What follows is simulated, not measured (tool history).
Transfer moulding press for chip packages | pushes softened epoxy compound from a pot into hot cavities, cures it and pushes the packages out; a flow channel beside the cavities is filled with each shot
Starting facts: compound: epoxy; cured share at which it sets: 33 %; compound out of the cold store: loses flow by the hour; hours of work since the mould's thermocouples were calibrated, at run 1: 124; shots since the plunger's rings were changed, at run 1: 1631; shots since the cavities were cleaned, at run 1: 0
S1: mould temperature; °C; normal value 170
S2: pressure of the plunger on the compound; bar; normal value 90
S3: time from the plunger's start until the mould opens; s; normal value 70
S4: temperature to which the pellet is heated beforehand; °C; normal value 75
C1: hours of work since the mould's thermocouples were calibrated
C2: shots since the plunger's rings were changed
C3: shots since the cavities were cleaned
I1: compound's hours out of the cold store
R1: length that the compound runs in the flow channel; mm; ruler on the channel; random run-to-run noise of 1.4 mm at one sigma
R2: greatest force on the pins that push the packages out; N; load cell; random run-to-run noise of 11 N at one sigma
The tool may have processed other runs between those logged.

Run 1, hour 0: usual settings; C1 124; C2 1631; C3 0; I1 10.5. Result: R1 684 mm, R2 532 N.
Run 2, hour 58.1: usual settings; C1 158; C2 2397; C3 766; I1 38.8. Result: R1 634 mm, R2 508 N.
At hour 68.1: cavities cleaned with cleaning compound and waxed.
Run 3, hour 97.1: usual settings; C1 180; C2 2892; C3 383; I1 44.5. Result: R1 623 mm, R2 489 N.
At hour 136: cavities cleaned with cleaning compound and waxed.
Run 4, hour 168.2: usual settings; C1 220; C2 3810; C3 425; I1 10.9. Result: R1 686 mm, R2 528 N.
At hour 195.2: plunger's sealing rings changed.
At hour 203.4: cavities cleaned with cleaning compound and waxed.
Run 5, hour 227.2: usual settings but S3 77 s; C1 252; C2 403; C3 314; I1 34.8. Result: R1 639 mm, R2 392 N.
At hour 268.3: cavities cleaned with cleaning compound and waxed.
Run 6, hour 276.3: usual settings but S3 77 s; C1 280; C2 1031; C3 106; I1 28.5. Result: R1 649 mm, R2 406 N.
Run 7, hour 328.6: usual settings but S2 106.5 bar; C1 310; C2 1720; C3 795; I1 40.2. Result: R1 683 mm, R2 495 N.
At hour 336.1: cavities cleaned with cleaning compound and waxed.
Run 8, hour 365.6: usual settings but S2 106.5 bar, S3 92 s; C1 331; C2 2190; C3 390; I1 12.2. Result: R1 742 mm, R2 281 N.
At hour 404.3: cavities cleaned with cleaning compound and waxed.
Run 9, hour 440.1: usual settings but S2 106.5 bar, S3 92 s; C1 373; C2 3152; C3 472; I1 23.3. Result: R1 718 mm, R2 290 N.
At hour 470.5: cavities cleaned with cleaning compound and waxed.
Run 10, hour 506: usual settings but S2 106.5 bar, S3 92 s; C1 411; C2 4002; C3 469; I1 39.9. Result: R1 685 mm, R2 273 N.
At hour 520.5: plunger's sealing rings changed.
At hour 540.9: cavities cleaned with cleaning compound and waxed.
Run 11, hour 557.7: usual settings but S2 106.5 bar, S3 92 s; C1 439; C2 470; C3 221; I1 44. Result: R1 675 mm, R2 285 N.
At hour 606.5: cavities cleaned with cleaning compound and waxed.
Run 12, hour 612.4: usual settings; C1 470; C2 1172; C3 78; I1 15.8. Result: R1 676 mm, R2 521 N.
Run 13, hour 644.6: usual settings but S1 168 °C; C1 488; C2 1597; C3 503; I1 16.4. Result: R1 677 mm, R2 622 N.
At hour 674.9: cavities cleaned with cleaning compound and waxed.
Run 14, hour 723: usual settings but S2 73.5 bar; C1 533; C2 2610; C3 633; I1 44.7. Result: R1 563 mm, R2 481 N.
At hour 741.5: cavities cleaned with cleaning compound and waxed.
Run 15, hour 798.2: usual settings but S2 69 bar, S4 81 °C; C1 576; C2 3584; C3 749; I1 34.8. Result: R1 558 mm, R2 493 N.
At hour 809.1: cavities cleaned with cleaning compound and waxed.
Run 16, hour 834.7: usual settings but S2 105.5 bar, S3 51 s; C1 596; C2 4044; C3 337; I1 30.4. Result: R1 700 mm, R2 1057 N.
At hour 843.7: plunger's sealing rings changed.
Run 17, hour 872.2: usual settings but S4 76 °C; C1 617; C2 376; C3 800; I1 16.5. Result: R1 675 mm, R2 521 N.
At hour 879: cavities cleaned with cleaning compound and waxed.
Run 18, hour 935.7: usual settings but S1 167 °C, S2 90.9 bar, S4 76 °C; C1 653; C2 1193; C3 747; I1 15. Result: R1 689 mm, R2 693 N.
At hour 945.7: cavities cleaned with cleaning compound and waxed.
At hour 978.8: mould's thermocouples calibrated.
Run 19, hour 998.9: usual settings but S1 167 °C, S2 90.9 bar, S4 76 °C; C1 12; C2 1981; C3 676; I1 20.3. Result: R1 679 mm, R2 654 N.
At hour 1016.2: cavities cleaned with cleaning compound and waxed.
Run 20, hour 1073.5: usual settings but S1 167 °C, S2 90.9 bar, S4 76 °C; C1 54; C2 2945; C3 756; I1 34.6. Result: R1 651 mm, R2 623 N.
At hour 1085.4: cavities cleaned with cleaning compound and waxed.
Run 21, hour 1140.5: usual settings but S1 163 °C, S2 99.7 bar, S3 53 s, S4 67 °C; C1 92; C2 3809; C3 727; I1 19.7. Result: R1 722 mm, R2 1281 N.

Estimate the outcome of run 22 from the log above:
At hour 1155.2: cavities cleaned with cleaning compound and waxed.
At hour 1165.5: plunger's sealing rings changed.
Run 22, hour 1188.3: usual settings but S1 172 °C, S2 91.5 bar, S3 68 s, S4 85 °C; C1 118; C2 300; C3 404; I1 24.9. Result: R1 ?, R2 ?.

Run 22 came out at R1 655 mm, R2 467 N.
Without the tool's hidden state the same run would have given R1 655 mm, R2 464 N.

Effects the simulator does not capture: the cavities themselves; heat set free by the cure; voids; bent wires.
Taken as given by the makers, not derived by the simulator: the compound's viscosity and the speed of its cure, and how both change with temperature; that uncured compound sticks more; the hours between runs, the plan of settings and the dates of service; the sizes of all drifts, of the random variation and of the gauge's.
